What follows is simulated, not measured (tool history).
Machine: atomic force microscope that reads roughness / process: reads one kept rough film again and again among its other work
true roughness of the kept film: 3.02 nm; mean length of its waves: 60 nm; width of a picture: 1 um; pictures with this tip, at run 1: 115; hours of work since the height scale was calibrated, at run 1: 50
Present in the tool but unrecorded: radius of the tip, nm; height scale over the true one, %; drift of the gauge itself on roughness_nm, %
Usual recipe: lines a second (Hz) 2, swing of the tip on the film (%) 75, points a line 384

run   hour  lines a second (Hz)  swing of the tip on the film (%)  points a line  pictures with this tip  hours of work since the height scale was calibrated  roughness of the kept film (nm (root mean square))
  1      0                    2                                75            384                     115                                                   50                                               2.536
  2   18.9                    2                                75            384                     136                                                   63                                                2.51
  3   32.2                    2                                75            384                     150                                                   72                                               2.508
  4   50.4                    2                                90            384                     170                                                   85                                               2.297
  5   73.3                    2                                90            384                     195                                                  100                                               2.276
  6   86.4                    2                                75            275                     210                                                  109                                               2.422
  7  103.6                    2                                75            275                     228                                                  121                                                 2.4
     108.3  -- new tip fitted
  8  115.6                    2                                75            275                       8                                                  129                                               2.689
  9  136.8                    2                                75            275                      31                                                  143                                               2.656
 10  155.7                 1.79                                75            384                      52                                                  156                                               2.655
 11  175.6                 1.79                                75            384                      74                                                  170                                               2.606
 12  193.8                 0.54                                75            384                      94                                                  182                                               2.704
 13  215.3                    2                                84            384                     117                                                  196                                               2.456
 14  227.6                 0.88                                84            334                     131                                                  205                                               2.581
 15  246.1                 1.69                                77            702                     151                                                  218                                               2.506
 16  263.5                 1.17                                75            384                     170                                                  229                                               2.565
 17    282                 1.17                                75            384                     190                                                  242                                               2.519
 18  300.2                 1.17                                75            384                     210                                                  254                                               2.503
 19  313.1                    2                                75            419                     224                                                  263                                               2.407
     321.9  -- new tip fitted
 20  328.2                 0.72                                61            384                       7                                                  273                                               2.872
 21  350.2                 2.55                                73            692                      31                                                  288                                               2.654
 22  362.4                 0.52                                86            634                      45                                                  296                                               2.768
 23  379.9                 0.52                                86            634                      64                                                  308                                               2.736
 24  392.1                 0.52                                64           1017                      77                                                  317                                               2.793
 25  407.1                 2.97                                77            983                      94                                                  327                                               2.473
 26  418.8                 0.94                                56            553                     106                                                  335                                               2.738

What would each run have given without the hidden state, its run-to-run variation left as it was?
run  roughness of the kept film (nm (root mean square))
  1                                               2.709
  2                                               2.709
  3                                               2.725
  4                                               2.524
  5                                               2.531
  6                                               2.714
  7                                               2.712
  8                                               2.708
  9                                               2.708
 10                                               2.738
 11                                               2.722
 12                                               2.854
 13                                               2.624
 14                                               2.777
 15                                               2.724
 16                                               2.814
 17                                                2.79
 18                                                 2.8
 19                                               2.709
 20                                               2.877
 21                                               2.692
 22                                               2.829
 23                                               2.827
 24                                               2.906
 25                                               2.595
 26                                               2.891
